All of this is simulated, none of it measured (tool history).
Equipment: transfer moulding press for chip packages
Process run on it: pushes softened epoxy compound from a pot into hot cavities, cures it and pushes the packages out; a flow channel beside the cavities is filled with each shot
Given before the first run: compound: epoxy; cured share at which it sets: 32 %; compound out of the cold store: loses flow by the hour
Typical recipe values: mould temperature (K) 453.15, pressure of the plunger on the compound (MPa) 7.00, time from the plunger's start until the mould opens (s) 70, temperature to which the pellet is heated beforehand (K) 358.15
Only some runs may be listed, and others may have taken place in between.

| run | day | mould temperature (K) | pressure of the plunger on the compound (MPa) | time from the plunger's start until the mould opens (s) | temperature to which the pellet is heated beforehand (K) | incoming compound's hours out of the cold store | length that the compound runs in the flow channel (mm) | greatest force on the pins that push the packages out (N) |
|---|---|---|---|---|---|---|---|---|
| 1 | 0.000 | 453.15 | 7.00 | 70 | 358.15 | 16.3 | 961 | 735 |
|  | 0.396 | cavities cleaned with cleaning compound and waxed |
|  | 1.925 | cavities cleaned with cleaning compound and waxed |
| 2 | 2.125 | 453.15 | 7.00 | 70 | 358.15 | 40.4 | 816 | 565 |
|  | 3.471 | cavities cleaned with cleaning compound and waxed |
| 3 | 4.062 | 455.15 | 7.00 | 70 | 358.15 | 16.5 | 918 | 569 |
|  | 4.929 | cavities cleaned with cleaning compound and waxed |
| 4 | 6.050 | 453.15 | 7.00 | 70 | 358.15 | 8.9 | 961 | 694 |
|  | 6.571 | cavities cleaned with cleaning compound and waxed |
|  | 6.912 | mould's thermocouples calibrated |
| 5 | 7.967 | 453.15 | 7.00 | 70 | 358.15 | 23.1 | 875 | 745 |
|  | 8.229 | cavities cleaned with cleaning compound and waxed |
|  | 9.425 | plunger's sealing rings changed |
| 6 | 9.596 | 453.15 | 7.00 | 70 | 358.15 | 31.6 | 908 | 712 |
|  | 9.862 | cavities cleaned with cleaning compound and waxed |
|  | 11.404 | cavities cleaned with cleaning compound and waxed |
| 7 | 12.246 | 453.15 | 7.00 | 70 | 358.15 | 30.2 | 908 | 653 |
|  | 12.842 | cavities cleaned with cleaning compound and waxed |
| 8 | 13.733 | 453.15 | 7.00 | 70 | 358.15 | 8.8 | 1013 | 734 |
|  | 14.271 | cavities cleaned with cleaning compound and waxed |
|  | 15.821 | cavities cleaned with cleaning compound and waxed |
| 9 | 16.121 | 453.15 | 7.42 | 70 | 358.15 | 30.2 | 913 | 611 |
|  | 17.283 | cavities cleaned with cleaning compound and waxed |
|  | 18.696 | cavities cleaned with cleaning compound and waxed |
| 10 | 18.696 | 453.15 | 7.42 | 52 | 358.15 | 21.6 | 953 | 1348 |
| 11 | 20.025 | 453.15 | 7.00 | 70 | 358.15 | 14.5 | 961 | 749 |
|  | 20.275 | cavities cleaned with cleaning compound and waxed |
|  | 21.829 | cavities cleaned with cleaning compound and waxed |
| 12 | 22.258 | 453.15 | 7.00 | 70 | 361.15 | 9.5 | 953 | 671 |
|  | 23.242 | cavities cleaned with cleaning compound and waxed |
|  | 24.696 | cavities cleaned with cleaning compound and waxed |
| 13 | 25.150 | 453.15 | 7.00 | 52 | 358.15 | 28.6 | 847 | 1402 |
|  | 25.733 | plunger's sealing rings changed |
|  | 26.329 | cavities cleaned with cleaning compound and waxed |
| 14 | 26.962 | 453.15 | 8.37 | 52 | 364.15 | 27.6 | 1010 | 1431 |
|  | 27.746 | cavities cleaned with cleaning compound and waxed |
|  | 29.212 | cavities cleaned with cleaning compound and waxed |
| 15 | 30.108 | 453.15 | 5.24 | 91 | 358.15 | 40.3 | 721 | 489 |
|  | 30.662 | cavities cleaned with cleaning compound and waxed |
|  | 32.092 | cavities cleaned with cleaning compound and waxed |
| 16 | 32.500 | 453.15 | 5.64 | 82 | 358.15 | 17.7 | 841 | 493 |
|  | 33.571 | cavities cleaned with cleaning compound and waxed |
|  | 35.171 | cavities cleaned with cleaning compound and waxed |
| 17 | 35.671 | 453.15 | 7.00 | 94 | 350.15 | 27.4 | 870 | 449 |
|  | 36.658 | cavities cleaned with cleaning compound and waxed |
| 18 | 37.529 | 453.15 | 7.00 | 94 | 350.15 | 12.9 | 931 | 487 |
|  | 38.204 | cavities cleaned with cleaning compound and waxed |
|  | 39.092 | mould's thermocouples calibrated |
|  | 39.704 | cavities cleaned with cleaning compound and waxed |
| 19 | 39.933 | 453.15 | 8.12 | 77 | 350.15 | 43.3 | 860 | 507 |
|  | 41.158 | cavities cleaned with cleaning compound and waxed |
|  | 42.004 | plunger's sealing rings changed |
|  | 42.742 | cavities cleaned with cleaning compound and waxed |
| 20 | 42.742 | 454.15 | 6.55 | 55 | 365.15 | 38.2 | 829 | 955 |
|  | 44.221 | cavities cleaned with cleaning compound and waxed |
| 21 | 45.496 | 448.15 | 7.00 | 74 | 358.15 | 8.5 | 1033 | 977 |
|  | 45.783 | cavities cleaned with cleaning compound and waxed |
|  | 47.450 | cavities cleaned with cleaning compound and waxed |
| 22 | 47.667 | 453.15 | 6.96 | 70 | 358.15 | 15.8 | 959 | 607 |
|  | 48.954 | cavities cleaned with cleaning compound and waxed |
| 23 | 49.392 | 453.15 | 6.96 | 70 | 358.15 | 31.2 | 871 | 641 |
|  | 50.417 | cavities cleaned with cleaning compound and waxed |
|  | 51.854 | cavities cleaned with cleaning compound and waxed |
| 24 | 52.225 | 453.15 | 6.96 | 70 | 358.15 | 22.3 | 900 | 651 |

What would each run have given without the hidden state, its run-to-run variation left as it was?
Hidden state at play: true mould temperature over the reading, C; pressure that reaches the compound, % of what is set; grip of the stained cavities, % over clean ones'; drift of the gauge itself on flow_mm, %; drift of the gauge itself on push_out_n, %.
| run | length that the compound runs in the flow channel (mm) | greatest force on the pins that push the packages out (N) |
|---|---|---|
| 1 | 998 | 600 |
| 2 | 857 | 558 |
| 3 | 975 | 509 |
| 4 | 1034 | 579 |
| 5 | 947 | 569 |
| 6 | 909 | 553 |
| 7 | 921 | 535 |
| 8 | 1035 | 587 |
| 9 | 946 | 562 |
| 10 | 1001 | 1334 |
| 11 | 1017 | 579 |
| 12 | 1022 | 596 |
| 13 | 922 | 1245 |
| 14 | 1020 | 1240 |
| 15 | 739 | 399 |
| 16 | 873 | 443 |
| 17 | 919 | 393 |
| 18 | 995 | 398 |
| 19 | 927 | 465 |
| 20 | 835 | 936 |
| 21 | 1056 | 744 |
| 22 | 992 | 567 |
| 23 | 910 | 568 |
| 24 | 953 | 592 |
